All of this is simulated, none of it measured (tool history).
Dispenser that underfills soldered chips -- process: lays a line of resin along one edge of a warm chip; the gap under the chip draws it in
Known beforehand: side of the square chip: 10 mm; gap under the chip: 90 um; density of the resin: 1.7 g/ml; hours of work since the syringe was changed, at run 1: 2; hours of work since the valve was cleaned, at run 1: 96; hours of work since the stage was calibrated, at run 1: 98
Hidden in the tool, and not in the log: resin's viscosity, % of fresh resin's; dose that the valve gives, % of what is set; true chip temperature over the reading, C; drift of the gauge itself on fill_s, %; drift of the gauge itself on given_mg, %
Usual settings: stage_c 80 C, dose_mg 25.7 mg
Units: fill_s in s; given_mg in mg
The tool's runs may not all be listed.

| run | hour | stage_c | dose_mg | hours of work since the syringe was changed | hours of work since the valve was cleaned | hours of work since the stage was calibrated | fill_s | given_mg |
|---|---|---|---|---|---|---|---|---|
| 1 | 0 | 80 | 25.7 | 2 | 96 | 98 | 28.3 | 23.58 |
| 2 | 6 | 80 | 25.7 | 5 | 100 | 102 | 35.1 | 23.65 |
| 3 | 10.9 | 80 | 25.7 | 8 | 103 | 105 | 41.9 | 23.36 |
|  | 13.9 | new syringe of resin |
| 4 | 15.9 | 91 | 25.7 | 1 | 106 | 108 | 20.1 | 23.47 |
| 5 | 22.5 | 79 | 25.7 | 5 | 110 | 113 | 37.5 | 23.35 |
| 6 | 26.6 | 79 | 25.7 | 8 | 113 | 115 | 42.8 | 23.17 |
|  | 30.4 | new syringe of resin |
| 7 | 30.8 | 79 | 25.7 | 0 | 115 | 118 | 26.3 | 23.29 |
| 8 | 36.2 | 79 | 25.7 | 4 | 119 | 121 | 33 | 23.25 |
| 9 | 39.5 | 79 | 25.7 | 6 | 121 | 123 | 37.3 | 23.07 |
| 10 | 42.2 | 80 | 25.7 | 8 | 122 | 125 | 40.8 | 23.08 |
| 11 | 46 | 76 | 25.7 | 10 | 125 | 127 | 54 | 22.88 |
|  | 46.6 | new syringe of resin |
| 12 | 52.2 | 80 | 25.7 | 4 | 129 | 131 | 32.2 | 23 |
| 13 | 55.4 | 80 | 25.7 | 6 | 131 | 133 | 37 | 22.79 |
| 14 | 60.8 | 80 | 25.7 | 9 | 134 | 137 | 46.2 | 22.83 |
|  | 62.9 | new syringe of resin |
| 15 | 67.4 | 80 | 25.7 | 3 | 138 | 141 | 29.9 | 22.75 |
|  | 69.4 | dispensing valve cleaned and set on the balance |
| 16 | 73.4 | 80 | 28.7 | 6 | 3 | 144 | 35.2 | 28.71 |
| 17 | 79.6 | 80 | 28.7 | 10 | 7 | 148 | 46.1 | 28.47 |
|  | 80.5 | new syringe of resin |
| 18 | 82.7 | 87 | 28.6 | 1 | 8 | 150 | 22 | 28.22 |
| 19 | 88.7 | 87 | 28.6 | 5 | 12 | 154 | 28.1 | 28.18 |
| 20 | 93.9 | 80 | 24.8 | 9 | 16 | 157 | 43.1 | 24.37 |
|  | 96.9 | new syringe of resin |
| 21 | 99.3 | 80 | 25.7 | 2 | 19 | 160 | 26.9 | 25.25 |
| 22 | 105.6 | 66 | 29.3 | 6 | 23 | 164 | 53.5 | 28.73 |
| 23 | 110.6 | 90 | 29.3 | 9 | 26 | 167 | 32.5 | 28.45 |
|  | 113.3 | new syringe of resin |
| 24 | 116.5 | 90 | 29.3 | 2 | 30 | 171 | 22.5 | 28.63 |
| 25 | 120 | 90 | 29.3 | 4 | 32 | 173 | 25.8 | 28.32 |
| 26 | 125.1 | 90 | 29.3 | 8 | 35 | 177 | 30.6 | 28.31 |
|  | 129.9 | new syringe of resin |
| 27 | 130.2 | 83 | 32.7 | 0 | 38 | 180 | 23.4 | 31.49 |
| 28 | 135.3 | 69 | 22.5 | 3 | 41 | 183 | 44.9 | 21.77 |
| 29 | 139.6 | 71 | 33.1 | 6 | 44 | 186 | 48.7 | 31.88 |

Hidden state at the last listed run before each entry between runs and at the first one after, where it differs:
From run 3 to run 4: new syringe of resin (hour 13.9)
  resin's viscosity, % of fresh resin's: 168.3 -> 109.3; dose that the valve gives, % of what is set: 91.27 -> 91.02; true chip temperature over the reading, C: -0.33 -> -0.34
  measured result minus the result with no hidden state, fill_s: +17.7 -> +2.1 s; given_mg: -2.24 -> -2.31 mg
From run 6 to run 7: new syringe of resin (hour 30.4)
  resin's viscosity, % of fresh resin's: 165.9 -> 102.4; dose that the valve gives, % of what is set: 90.47 -> 90.27
  measured result minus the result with no hidden state, fill_s: +17.8 -> +1.2 s; given_mg: -2.45 -> -2.52 mg
From run 11 to run 12: new syringe of resin (hour 46.6)
  resin's viscosity, % of fresh resin's: 185.9 -> 127.2; dose that the valve gives, % of what is set: 89.46 -> 89.13; true chip temperature over the reading, C: -0.39 -> -0.4
  measured result minus the result with no hidden state, fill_s: +25.4 -> +7.5 s; given_mg: -2.71 -> -2.82 mg
From run 14 to run 15: new syringe of resin (hour 62.9)
  resin's viscosity, % of fresh resin's: 177.6 -> 119.1; dose that the valve gives, % of what is set: 88.71 -> 88.37; true chip temperature over the reading, C: -0.41 -> -0.42
  measured result minus the result with no hidden state, fill_s: +20.7 -> +5.5 s; given_mg: -2.91 -> -2.99 mg
From run 15 to run 16: dispensing valve cleaned and set on the balance (hour 69.4)
  resin's viscosity, % of fresh resin's: 119.1 -> 144.5; dose that the valve gives, % of what is set: 88.37 -> 99.64; true chip temperature over the reading, C: -0.42 -> -0.43
  measured result minus the result with no hidden state, fill_s: +5.5 -> +11.2 s; given_mg: -2.99 -> -0.1 mg
From run 17 to run 18: new syringe of resin (hour 80.5)
  resin's viscosity, % of fresh resin's: 184.4 -> 109.5; dose that the valve gives, % of what is set: 99.31 -> 99.16
  measured result minus the result with no hidden state, fill_s: +21.3 -> +2.1 s; given_mg: -0.2 -> -0.24 mg
From run 20 to run 21: new syringe of resin (hour 96.9)
  resin's viscosity, % of fresh resin's: 169.4 -> 109.3; dose that the valve gives, % of what is set: 98.52 -> 98.26; true chip temperature over the reading, C: -0.46 -> -0.47
  measured result minus the result with no hidden state, fill_s: +18 -> +2.7 s; given_mg: -0.36 -> -0.45 mg
From run 23 to run 24: new syringe of resin (hour 113.3)
  resin's viscosity, % of fresh resin's: 169.9 -> 116.1; dose that the valve gives, % of what is set: 97.7 -> 97.38; true chip temperature over the reading, C: -0.49 -> -0.5
  measured result minus the result with no hidden state, fill_s: +13.4 -> +3.4 s; given_mg: -0.67 -> -0.77 mg
From run 26 to run 27: new syringe of resin (hour 129.9)
  resin's viscosity, % of fresh resin's: 162.4 -> 101.4; dose that the valve gives, % of what is set: 96.92 -> 96.66; true chip temperature over the reading, C: -0.51 -> -0.52
  measured result minus the result with no hidden state, fill_s: +12.2 -> +0.7 s; given_mg: -0.9 -> -1.08 mg
